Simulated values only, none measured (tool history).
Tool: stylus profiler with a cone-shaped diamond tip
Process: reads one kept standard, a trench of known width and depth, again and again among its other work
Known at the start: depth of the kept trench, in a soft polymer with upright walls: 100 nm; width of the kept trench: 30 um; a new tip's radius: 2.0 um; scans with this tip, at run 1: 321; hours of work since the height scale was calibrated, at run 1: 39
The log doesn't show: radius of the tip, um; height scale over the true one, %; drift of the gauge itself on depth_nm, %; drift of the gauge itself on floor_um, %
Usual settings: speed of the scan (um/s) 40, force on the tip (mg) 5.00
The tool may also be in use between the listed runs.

run      day  speed of the scan (um/s)  force on the tip (mg)  scans with this tip  hours of work since the height scale was calibrated  depth of the trench (nm)  width of the trench's floor (nm)
  1    0.000                        40                   5.00                  321                                                   39                    101.04                             28580
  2    4.717                        17                   5.00                  871                                                  106                    101.03                             28710
  3    6.958                        40                   5.00                 1133                                                  138                    101.11                             28560
  4   10.362                        40                   5.00                 1530                                                  187                    100.98                             28590
  5   14.288                        40                   5.00                 1989                                                  243                    100.97                             28560
  6   16.604                        40                   5.00                 2259                                                  276                    101.00                             28620
  7   20.992                        40                   6.93                 2771                                                  338                    101.25                             28580
  8   25.058                        40                   6.93                 3246                                                  396                    101.27                             28650
  9   27.542                       122                   5.00                 3536                                                  431                    101.07                             28240
 10   30.604                       122                   5.00                 3893                                                  475                    100.95                             28270
 11   33.346                        45                   5.00                 4213                                                  514                    101.04                             28550
 12   35.938                        45                   5.00                 4516                                                  551                    101.05                             28620
 13   38.588                        40                   5.00                 4825                                                  589                    101.02                             28590
 14   42.658                        40                   5.00                 5300                                                  647                    101.01                             28560
 15   46.542                        40                   5.00                 5753                                                  702                    101.04                             28580
 16   48.492                        40                   5.00                 5981                                                  730                    101.05                             28570
 17   52.304                        40                   5.00                 6426                                                  784                    101.04                             28590
 18   55.633                        40                   5.00                 6815                                                  832                    101.01                             28510
 19   58.596                       108                   5.00                 7161                                                  874                    101.07                             28350
 20   62.804                       108                   5.00                 7652                                                  934                    101.00                             28310
 21   64.996                       108                   5.00                 7908                                                  965                    100.97                             28310
 22   68.783                        18                   5.00                 8350                                                 1019                    101.02                             28660
      70.583  -- height scale calibrated on a step standard
 23   73.496                        40                   5.00                 8897                                                   41                    101.04                             28590
 24   77.042                        40                   5.00                 9311                                                   92                    101.00                             28560
 25   80.262                        40                   5.00                 9687                                                  138                    101.12                             28550
 26   83.779                        90                   2.07                10098                                                  188                    100.51                             28150
 27   87.517                        29                  13.51                10534                                                  241                    102.07                             28650
 28   90.367                        29                  13.51                10867                                                  282                    101.99                             28660
 29   93.362                        29                  13.51                11216                                                  325                    101.95                             28670
 30   97.533                        29                  13.51                11703                                                  384                    102.05                             28670
      99.950  -- new tip fitted, height scale calibrated
 31  100.250                        85                   3.98                   36                                                    4                    100.81                             28370
 32  104.308                        85                   3.54                  509                                                   62                    100.84                             28350
 33  107.129                        85                   3.54                  839                                                  102                    100.82                             28320
 34  111.054                       137                   3.54                 1297                                                  158                    100.77                             28170
 35  113.375                       137                   3.54                 1568                                                  191                    100.84                             28140
 36  115.367                       137                   3.54                 1800                                                  220                    100.81                             28130
 37  117.925                        41                   5.86                 2099                                                  256                    101.20                             28610
 38  122.167                        24                   5.31                 2594                                                  316                    101.09                             28680
 39  124.279                        13                   8.73                 2840                                                  347                    101.53                             28670
 40  127.542                        66                   1.78                 3221                                                  393                    100.51                             28310
 41  130.167                        66                   1.78                 3528                                                  430                    100.46                             28290
 42  133.254                        22                   2.31                 3888                                                  474                    100.63                             28680
 43  137.850                        22                   2.31                 4425                                                  540                    100.62                             28600
 44  140.842                        36                   2.31                 4774                                                  582                    100.55                             28510
 45  143.388                        40                   4.81                 5071                                                  619                    101.02                             28530
 46  145.612                        37                   5.16                 5330                                                  650                    101.02                             28620

Hidden state or all else? Some run-to-run changes of width of the trench's floor (nm), split into what the settings, what came in and random variation would give without the hidden state, and what is left for the hidden state (with any gauge scatter that isn't in both results):
Run 5 -> 6: no setting changed, nothing entered. width of the trench's floor (nm) +60: hidden state -10, all else +70.
Run 6 -> 7: force on the tip (mg) 5.00 -> 6.93. width of the trench's floor (nm) -40: hidden state +10, all else -50.
Run 8 -> 9: speed of the scan (um/s) 40 -> 122, force on the tip (mg) 6.93 -> 5.00. width of the trench's floor (nm) -410: hidden state -10, all else -400.
Run 26 -> 27: speed of the scan (um/s) 90 -> 29, force on the tip (mg) 2.07 -> 13.51. width of the trench's floor (nm) +500: hidden state +0, all else +500.
Run 30 -> 31: speed of the scan (um/s) 29 -> 85, force on the tip (mg) 13.51 -> 3.98, new tip fitted, height scale calibrated. width of the trench's floor (nm) -300: hidden state +30, all else -330.
Run 36 -> 37: speed of the scan (um/s) 137 -> 41, force on the tip (mg) 3.54 -> 5.86. width of the trench's floor (nm) +480: hidden state -10, all else +490.
